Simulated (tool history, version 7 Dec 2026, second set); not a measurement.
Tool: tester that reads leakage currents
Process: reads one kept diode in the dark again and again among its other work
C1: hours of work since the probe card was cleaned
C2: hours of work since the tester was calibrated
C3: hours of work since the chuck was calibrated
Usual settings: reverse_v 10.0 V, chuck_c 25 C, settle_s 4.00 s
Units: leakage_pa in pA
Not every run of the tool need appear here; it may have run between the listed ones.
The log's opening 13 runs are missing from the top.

Run 14, day 17.083: usual settings; C1 1212; C2 900; C3 180. Result: leakage_pa 264.78 pA.
Run 15, day 18.346: usual settings but reverse_v 4.7 V; C1 1230; C2 918; C3 198. Result: leakage_pa 191.15 pA.
Run 16, day 19.750: usual settings but reverse_v 4.7 V; C1 1250; C2 938; C3 218. Result: leakage_pa 190.69 pA.
Run 17, day 21.217: usual settings; C1 1271; C2 959; C3 239. Result: leakage_pa 266.74 pA.
Run 18, day 21.933: usual settings but reverse_v 9.0 V; C1 1281; C2 970; C3 250. Result: leakage_pa 255.40 pA.
Run 19, day 23.308: usual settings but reverse_v 9.0 V; C1 1301; C2 989; C3 269. Result: leakage_pa 255.84 pA.
Run 20, day 24.738: usual settings but reverse_v 2.4 V, settle_s 1.11 s; C1 1321; C2 1010; C3 290. Result: leakage_pa 146.30 pA.
Run 21, day 26.092: usual settings but reverse_v 8.3 V, chuck_c 22 C, settle_s 0.42 s; C1 1341; C2 1029; C3 309. Result: leakage_pa 196.85 pA.
Run 22, day 26.817: usual settings but reverse_v 8.3 V, chuck_c 22 C, settle_s 0.42 s; C1 1351; C2 1039; C3 320. Result: leakage_pa 196.60 pA.
Run 23, day 28.321: usual settings but reverse_v 8.3 V, chuck_c 22 C, settle_s 0.42 s; C1 1372; C2 1061; C3 341. Result: leakage_pa 196.69 pA.
Run 24, day 29.162: usual settings but reverse_v 8.4 V, settle_s 4.87 s; C1 1384; C2 1073; C3 353. Result: leakage_pa 251.67 pA.
Run 25, day 30.288: usual settings but reverse_v 8.4 V, settle_s 4.87 s; C1 1401; C2 1089; C3 369. Result: leakage_pa 250.00 pA.
Run 26, day 31.133: usual settings but reverse_v 3.0 V, chuck_c 33 C, settle_s 3.73 s; C1 1413; C2 1101; C3 381. Result: leakage_pa 322.16 pA.
Run 27, day 31.975: usual settings but reverse_v 3.0 V, chuck_c 33 C, settle_s 3.73 s; C1 1425; C2 1113; C3 393. Result: leakage_pa 322.28 pA.
Run 28, day 32.992: usual settings but reverse_v 18.5 V, settle_s 0.41 s; C1 1439; C2 1128; C3 408. Result: leakage_pa 368.23 pA.
Run 29, day 34.488: usual settings but reverse_v 1.3 V, chuck_c 59 C, settle_s 9.28 s; C1 1461; C2 1149; C3 429. Result: leakage_pa 1817.64 pA.
Run 30, day 36.179: usual settings but reverse_v 3.8 V, chuck_c 31 C, settle_s 0.92 s; C1 1485; C2 1173; C3 453. Result: leakage_pa 303.11 pA.
Run 31, day 37.879: usual settings but reverse_v 3.8 V, chuck_c 31 C, settle_s 0.92 s; C1 1509; C2 1198; C3 478. Result: leakage_pa 302.29 pA.
Run 32, day 39.317: usual settings but reverse_v 3.8 V, chuck_c 31 C, settle_s 0.92 s; C1 1530; C2 1218; C3 498. Result: leakage_pa 303.65 pA.
Run 33, day 41.092: usual settings but reverse_v 13.9 V, chuck_c 21 C, settle_s 0.36 s; C1 1555; C2 1244; C3 524. Result: leakage_pa 240.88 pA.
Run 34, day 42.108: usual settings but reverse_v 13.4 V, chuck_c 21 C, settle_s 0.65 s; C1 1570; C2 1258; C3 538. Result: leakage_pa 233.07 pA.
Run 35, day 43.696: usual settings but chuck_c 24 C, settle_s 4.47 s; C1 1592; C2 1281; C3 561. Result: leakage_pa 255.36 pA.
Run 36, day 45.429: usual settings but reverse_v 3.0 V, chuck_c 46 C; C1 1617; C2 1306; C3 586. Result: leakage_pa 948.45 pA.
Run 37, day 46.596: usual settings but reverse_v 4.0 V, chuck_c 35 C, settle_s 4.10 s; C1 1634; C2 1322; C3 602. Result: leakage_pa 435.23 pA.
Run 38, day 47.696: usual settings but reverse_v 4.0 V, chuck_c 35 C, settle_s 1.17 s; C1 1650; C2 1338; C3 618. Result: leakage_pa 434.68 pA.

5 options for the next run, each taken on its own from the tool as it stands now. Forecast them:
Run A, day 49.425: usual settings but reverse_v 13.9 V, chuck_c 35 C, settle_s 1.17 s; C1 1674; C2 1363; C3 643. Result: leakage_pa ?.
Run B, day 49.425: usual settings but reverse_v 1.4 V; C1 1674; C2 1363; C3 643. Result: leakage_pa ?.
Run C, day 49.425: usual settings but reverse_v 2.5 V; C1 1674; C2 1363; C3 643. Result: leakage_pa ?.
Run D, day 49.425: usual settings but reverse_v 4.0 V, chuck_c 47 C, settle_s 1.17 s; C1 1674; C2 1363; C3 643. Result: leakage_pa ?.
Run E, day 49.425: usual settings but reverse_v 2.5 V, chuck_c 21 C, settle_s 1.17 s; C1 1674; C2 1363; C3 643. Result: leakage_pa ?.

run  leakage_pa
  A      734.60
  B      120.18
  C      153.01
  D     1151.29
  E      108.31
Take away the tool's hidden state, keep each run's random variation, and the runs would have read:
run  leakage_pa
  A      675.00
  B      112.44
  C      141.27
  D     1108.24
  E       97.97
